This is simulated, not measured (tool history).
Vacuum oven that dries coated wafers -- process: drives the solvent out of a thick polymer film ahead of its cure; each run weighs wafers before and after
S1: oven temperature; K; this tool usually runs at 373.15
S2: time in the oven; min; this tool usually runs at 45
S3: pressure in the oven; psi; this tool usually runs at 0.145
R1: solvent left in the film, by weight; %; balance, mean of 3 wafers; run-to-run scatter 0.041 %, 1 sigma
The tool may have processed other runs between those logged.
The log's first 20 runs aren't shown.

{"run": 21, "day": 8.75, "S1": 373.15, "S2": 45, "S3": 0.145, "R1": 3.16}
{"run": 22, "day": 9.417, "S1": 373.15, "S2": 45, "S3": 0.145, "R1": 3.19}
{"run": 23, "day": 9.958, "S1": 373.15, "S2": 45, "S3": 0.145, "R1": 3.25}
{"run": 24, "day": 10.475, "S1": 373.15, "S2": 45, "S3": 0.496, "R1": 4.26}
{"run": 25, "day": 11.183, "S1": 359.15, "S2": 47, "S3": 0.408, "R1": 7.36}
{"run": 26, "day": 11.775, "S1": 381.15, "S2": 45, "S3": 0.12, "R1": 1.76}
{"run": 27, "day": 12.438, "S1": 360.15, "S2": 41, "S3": 0.145, "R1": 6.69}
{"run": 28, "day": 12.75, "S1": 360.15, "S2": 41, "S3": 0.145, "R1": 6.84}
{"run": 29, "day": 13.254, "S1": 360.15, "S2": 41, "S3": 0.145, "R1": 6.71}
{"day": 13.379, "done": "oven's thermocouples calibrated"}
{"run": 30, "day": 13.867, "S1": 360.15, "S2": 41, "S3": 0.145, "R1": 6.9}
{"run": 31, "day": 14.229, "S1": 383.15, "S2": 69, "S3": 0.078, "R1": 0.58}
{"run": 32, "day": 14.554, "S1": 384.15, "S2": 37, "S3": 0.435, "R1": 2.83}

For run 33, what comes out?
{"run": 33, "day": 15.008, "S1": 373.15, "S2": 45, "S3": 0.223, "R1": "?"}

Run 33 yielded R1 3.52 %.
Without the tool's hidden state the same run would have given R1 3.41 %.

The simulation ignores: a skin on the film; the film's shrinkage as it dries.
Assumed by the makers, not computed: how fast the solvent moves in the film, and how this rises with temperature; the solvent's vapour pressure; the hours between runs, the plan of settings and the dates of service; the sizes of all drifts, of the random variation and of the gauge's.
